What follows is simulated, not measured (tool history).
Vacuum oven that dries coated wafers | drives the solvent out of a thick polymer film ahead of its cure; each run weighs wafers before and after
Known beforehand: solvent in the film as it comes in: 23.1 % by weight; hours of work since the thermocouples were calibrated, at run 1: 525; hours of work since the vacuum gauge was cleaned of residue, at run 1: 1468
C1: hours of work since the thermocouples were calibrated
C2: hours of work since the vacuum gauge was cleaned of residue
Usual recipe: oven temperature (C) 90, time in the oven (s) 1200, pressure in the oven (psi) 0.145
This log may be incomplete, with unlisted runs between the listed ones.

{"run": 1, "hour": 0.0, "oven temperature (C)": 90, "time in the oven (s)": 1200, "pressure in the oven (psi)": 0.145, "C1": 525, "C2": 1468, "solvent left in the film (%)": 2.09}
{"run": 2, "hour": 77.1, "oven temperature (C)": 90, "time in the oven (s)": 1200, "pressure in the oven (psi)": 0.145, "C1": 559, "C2": 1502, "solvent left in the film (%)": 2.04}
{"run": 3, "hour": 118.4, "oven temperature (C)": 90, "time in the oven (s)": 1200, "pressure in the oven (psi)": 0.145, "C1": 577, "C2": 1521, "solvent left in the film (%)": 1.99}
{"run": 4, "hour": 182.1, "oven temperature (C)": 90, "time in the oven (s)": 1200, "pressure in the oven (psi)": 0.145, "C1": 605, "C2": 1549, "solvent left in the film (%)": 1.97}
{"run": 5, "hour": 271.7, "oven temperature (C)": 90, "time in the oven (s)": 1200, "pressure in the oven (psi)": 0.145, "C1": 645, "C2": 1589, "solvent left in the film (%)": 1.98}
{"run": 6, "hour": 355.4, "oven temperature (C)": 90, "time in the oven (s)": 1200, "pressure in the oven (psi)": 0.145, "C1": 682, "C2": 1626, "solvent left in the film (%)": 1.96}
{"run": 7, "hour": 407.7, "oven temperature (C)": 103, "time in the oven (s)": 1200, "pressure in the oven (psi)": 0.145, "C1": 706, "C2": 1649, "solvent left in the film (%)": 0.77}
{"run": 8, "hour": 487.3, "oven temperature (C)": 90, "time in the oven (s)": 1200, "pressure in the oven (psi)": 0.145, "C1": 741, "C2": 1685, "solvent left in the film (%)": 2.01}
{"run": 9, "hour": 576.8, "oven temperature (C)": 90, "time in the oven (s)": 1200, "pressure in the oven (psi)": 0.145, "C1": 781, "C2": 1724, "solvent left in the film (%)": 1.96}
{"run": 10, "hour": 632.8, "oven temperature (C)": 90, "time in the oven (s)": 1200, "pressure in the oven (psi)": 0.145, "C1": 806, "C2": 1749, "solvent left in the film (%)": 2.1}
{"run": 11, "hour": 678.1, "oven temperature (C)": 90, "time in the oven (s)": 1200, "pressure in the oven (psi)": 0.145, "C1": 826, "C2": 1769, "solvent left in the film (%)": 2.05}
{"run": 12, "hour": 722.3, "oven temperature (C)": 90, "time in the oven (s)": 900, "pressure in the oven (psi)": 0.145, "C1": 845, "C2": 1789, "solvent left in the film (%)": 3.01}
{"run": 13, "hour": 785.7, "oven temperature (C)": 90, "time in the oven (s)": 900, "pressure in the oven (psi)": 0.145, "C1": 873, "C2": 1817, "solvent left in the film (%)": 3.07}
{"run": 14, "hour": 829.4, "oven temperature (C)": 90, "time in the oven (s)": 1860, "pressure in the oven (psi)": 0.145, "C1": 893, "C2": 1836, "solvent left in the film (%)": 1.09}
{"run": 15, "hour": 884.5, "oven temperature (C)": 90, "time in the oven (s)": 1980, "pressure in the oven (psi)": 0.145, "C1": 917, "C2": 1861, "solvent left in the film (%)": 1.03}
{"hour": 905.2, "done": "oven's thermocouples calibrated"}
{"run": 16, "hour": 933.2, "oven temperature (C)": 90, "time in the oven (s)": 1920, "pressure in the oven (psi)": 0.145, "C1": 12, "C2": 1882, "solvent left in the film (%)": 1.2}
{"run": 17, "hour": 990.6, "oven temperature (C)": 90, "time in the oven (s)": 1920, "pressure in the oven (psi)": 0.145, "C1": 38, "C2": 1907, "solvent left in the film (%)": 1.09}
{"run": 18, "hour": 1073.6, "oven temperature (C)": 90, "time in the oven (s)": 1920, "pressure in the oven (psi)": 0.145, "C1": 75, "C2": 1944, "solvent left in the film (%)": 1.04}
{"run": 19, "hour": 1166.8, "oven temperature (C)": 90, "time in the oven (s)": 1200, "pressure in the oven (psi)": 0.145, "C1": 116, "C2": 1985, "solvent left in the film (%)": 2.02}
{"run": 20, "hour": 1259.4, "oven temperature (C)": 90, "time in the oven (s)": 1200, "pressure in the oven (psi)": 0.145, "C1": 157, "C2": 2027, "solvent left in the film (%)": 1.94}
{"run": 21, "hour": 1319.4, "oven temperature (C)": 90, "time in the oven (s)": 1200, "pressure in the oven (psi)": 0.145, "C1": 184, "C2": 2053, "solvent left in the film (%)": 1.95}
{"run": 22, "hour": 1416.4, "oven temperature (C)": 78, "time in the oven (s)": 1440, "pressure in the oven (psi)": 0.096, "C1": 227, "C2": 2096, "solvent left in the film (%)": 3.34}
{"run": 23, "hour": 1481.7, "oven temperature (C)": 98, "time in the oven (s)": 1200, "pressure in the oven (psi)": 0.145, "C1": 256, "C2": 2125, "solvent left in the film (%)": 0.93}
{"run": 24, "hour": 1553.0, "oven temperature (C)": 98, "time in the oven (s)": 1200, "pressure in the oven (psi)": 0.145, "C1": 288, "C2": 2157, "solvent left in the film (%)": 1.01}
{"run": 25, "hour": 1641.5, "oven temperature (C)": 98, "time in the oven (s)": 1200, "pressure in the oven (psi)": 0.145, "C1": 327, "C2": 2196, "solvent left in the film (%)": 1}
{"run": 26, "hour": 1735.8, "oven temperature (C)": 91, "time in the oven (s)": 1980, "pressure in the oven (psi)": 0.566, "C1": 369, "C2": 2238, "solvent left in the film (%)": 3.37}
{"run": 27, "hour": 1812.5, "oven temperature (C)": 91, "time in the oven (s)": 1980, "pressure in the oven (psi)": 0.566, "C1": 403, "C2": 2272, "solvent left in the film (%)": 3.32}
{"run": 28, "hour": 1878.5, "oven temperature (C)": 83, "time in the oven (s)": 1200, "pressure in the oven (psi)": 0.199, "C1": 432, "C2": 2301, "solvent left in the film (%)": 3.71}
{"run": 29, "hour": 1932.6, "oven temperature (C)": 90, "time in the oven (s)": 1140, "pressure in the oven (psi)": 0.145, "C1": 456, "C2": 2325, "solvent left in the film (%)": 2.23}
{"run": 30, "hour": 2018.2, "oven temperature (C)": 89, "time in the oven (s)": 840, "pressure in the oven (psi)": 0.145, "C1": 494, "C2": 2363, "solvent left in the film (%)": 3.81}
{"run": 31, "hour": 2112.4, "oven temperature (C)": 88, "time in the oven (s)": 780, "pressure in the oven (psi)": 0.146, "C1": 536, "C2": 2405, "solvent left in the film (%)": 4.41}
{"run": 32, "hour": 2182.5, "oven temperature (C)": 88, "time in the oven (s)": 780, "pressure in the oven (psi)": 0.146, "C1": 567, "C2": 2436, "solvent left in the film (%)": 4.46}
{"run": 33, "hour": 2267.3, "oven temperature (C)": 88, "time in the oven (s)": 1200, "pressure in the oven (psi)": 0.145, "C1": 605, "C2": 2474, "solvent left in the film (%)": 2.37}
{"run": 34, "hour": 2346.1, "oven temperature (C)": 80, "time in the oven (s)": 1920, "pressure in the oven (psi)": 0.206, "C1": 640, "C2": 2509, "solvent left in the film (%)": 2.77}
{"run": 35, "hour": 2398.4, "oven temperature (C)": 86, "time in the oven (s)": 1020, "pressure in the oven (psi)": 0.145, "C1": 663, "C2": 2532, "solvent left in the film (%)": 3.45}
{"run": 36, "hour": 2453.3, "oven temperature (C)": 100, "time in the oven (s)": 1200, "pressure in the oven (psi)": 0.145, "C1": 687, "C2": 2557, "solvent left in the film (%)": 0.86}
{"run": 37, "hour": 2500.5, "oven temperature (C)": 100, "time in the oven (s)": 1200, "pressure in the oven (psi)": 0.145, "C1": 708, "C2": 2578, "solvent left in the film (%)": 0.98}
{"run": 38, "hour": 2579.8, "oven temperature (C)": 102, "time in the oven (s)": 1200, "pressure in the oven (psi)": 0.136, "C1": 744, "C2": 2613, "solvent left in the film (%)": 0.74}
{"run": 39, "hour": 2634.7, "oven temperature (C)": 102, "time in the oven (s)": 1200, "pressure in the oven (psi)": 0.136, "C1": 768, "C2": 2637, "solvent left in the film (%)": 0.82}
{"run": 40, "hour": 2687.4, "oven temperature (C)": 99, "time in the oven (s)": 1620, "pressure in the oven (psi)": 0.445, "C1": 791, "C2": 2661, "solvent left in the film (%)": 1.96}
{"run": 41, "hour": 2760.8, "oven temperature (C)": 95, "time in the oven (s)": 1320, "pressure in the oven (psi)": 0.093, "C1": 824, "C2": 2693, "solvent left in the film (%)": 0.88}
{"run": 42, "hour": 2822.7, "oven temperature (C)": 95, "time in the oven (s)": 1320, "pressure in the oven (psi)": 0.093, "C1": 851, "C2": 2721, "solvent left in the film (%)": 1}

Across each entry between runs, compare the hidden state at the last listed run before it with the hidden state at the first listed run after it:
From run 15 to run 16: oven's thermocouples calibrated (hour 905.2)
  true wafer temperature over the reading, C: 0.05 -> -0.01; true pressure over the reading, kPa: 0.033 -> 0.034
